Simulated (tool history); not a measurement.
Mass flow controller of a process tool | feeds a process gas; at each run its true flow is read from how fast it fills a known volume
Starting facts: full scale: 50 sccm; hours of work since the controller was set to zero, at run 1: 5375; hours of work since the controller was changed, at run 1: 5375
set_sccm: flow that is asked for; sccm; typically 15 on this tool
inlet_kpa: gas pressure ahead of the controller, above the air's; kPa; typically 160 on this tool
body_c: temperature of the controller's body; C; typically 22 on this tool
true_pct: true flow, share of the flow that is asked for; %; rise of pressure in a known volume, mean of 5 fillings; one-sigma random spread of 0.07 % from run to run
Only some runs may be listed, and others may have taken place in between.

run,day,set_sccm,inlet_kpa,body_c,hours of work since the controller was set to zero,hours of work since the controller was changed,true_pct
1,0.000,15,160,22,5375,5375,98.74
2,18.462,15,160,22,5621,5621,99.01
3,36.167,15,160,22,5856,5856,99.04
4,51.433,8,160,22,6060,6060,98.70
5,67.167,8,160,22,6269,6269,98.68
6,79.696,8,160,22,6436,6436,98.65
7,96.346,15,160,32,6657,6657,99.41
8,106.375,15,160,22,6790,6790,99.16
9,118.908,15,160,22,6957,6957,99.10
10,133.221,15,160,22,7148,7148,99.24
11,145.558,15,160,22,7312,7312,99.20
12,155.975,18,160,22,7450,7450,99.35
13,169.617,18,153,22,7632,7632,99.39
# day 174.167: controller's zero set anew
14,178.479,15,152,22,57,7749,99.33
15,191.817,15,152,22,235,7927,99.33
16,203.346,7,160,22,388,8080,99.12
17,213.808,7,160,37,527,8219,99.69
18,233.129,7,160,37,784,8476,99.83
19,248.400,7,160,37,988,8680,99.80
20,264.921,7,160,37,1207,8899,99.83
21,283.042,8,172,22,1448,9140,99.19
22,299.992,33,224,22,1674,9366,99.70
23,309.162,33,224,22,1796,9488,99.85
24,327.225,8,258,39,2036,9728,99.32
25,337.788,15,160,36,2177,9869,100.29
26,355.512,15,259,30,2412,10104,99.29
27,366.329,15,247,32,2556,10248,99.56
28,380.567,15,247,32,2746,10438,99.69
29,389.517,15,247,32,2865,10557,99.54
30,402.283,15,247,32,3035,10727,99.61
31,419.758,7,160,22,3267,10959,99.61
32,429.425,6,275,22,3396,11088,98.77
33,445.150,24,160,20,3605,11297,100.35
34,462.150,24,160,20,3831,11523,100.45
# day 474.471: gauge calibrated
35,479.479,7,147,22,4062,11754,98.57
# day 484.025: controller exchanged for a calibrated one
36,493.504,7,147,22,126,126,98.72
37,503.154,10,213,35,254,254,98.85
38,518.054,10,213,35,453,453,98.79
39,532.012,7,269,27,638,638,97.97

Forecast each of these 3 alternatives for the next run:
A,551.838,24,269,40,902,902,?
B,551.838,7,181,28,902,902,?
C,551.838,15,160,35,902,902,?

run,true_pct
A,99.16
B,98.79
C,99.56
With the hidden condition removed and each run's random variation left untouched, the same runs would have given:
run,true_pct
A,98.95
B,98.58
C,99.35
